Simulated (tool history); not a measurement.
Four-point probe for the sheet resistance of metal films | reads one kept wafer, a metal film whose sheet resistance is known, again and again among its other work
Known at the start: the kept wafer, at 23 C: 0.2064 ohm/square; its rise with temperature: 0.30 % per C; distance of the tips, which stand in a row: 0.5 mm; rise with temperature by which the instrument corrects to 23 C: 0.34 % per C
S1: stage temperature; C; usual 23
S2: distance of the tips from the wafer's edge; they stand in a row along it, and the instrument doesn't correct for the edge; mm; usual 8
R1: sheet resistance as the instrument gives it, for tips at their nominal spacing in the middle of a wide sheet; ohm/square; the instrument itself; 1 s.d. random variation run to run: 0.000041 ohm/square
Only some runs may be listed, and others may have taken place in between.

run	hour	S1	S2	R1
1	0	23	8	0.2069
2	61.9	23	8	0.206787
3	105.5	23	8	0.206811
4	163.7	23	8	0.206832
5	213.4	23	8	0.206859
6	248.3	23	8	0.206753
7	290.3	23	8	0.206814
8	326	23	8	0.206873
9	356.7	23	8	0.206864
10	419.7	23	8	0.20687
11	458.3	32	30	0.205672
12	493.2	22	3	0.209498
13	522.1	22	11	0.206759

Predict each of these 3 candidate next runs independently; none follows another, all start after run 13:
A	551.3	26	15	?
B	551.3	34	6	?
C	551.3	21	17	?

run	R1
A	0.206328
B	0.206377
C	0.206665
The same runs, with their run-to-run variation unchanged, on a tool lacking any hidden condition would have given:
run	R1
A	0.20632
B	0.20637
C	0.206658
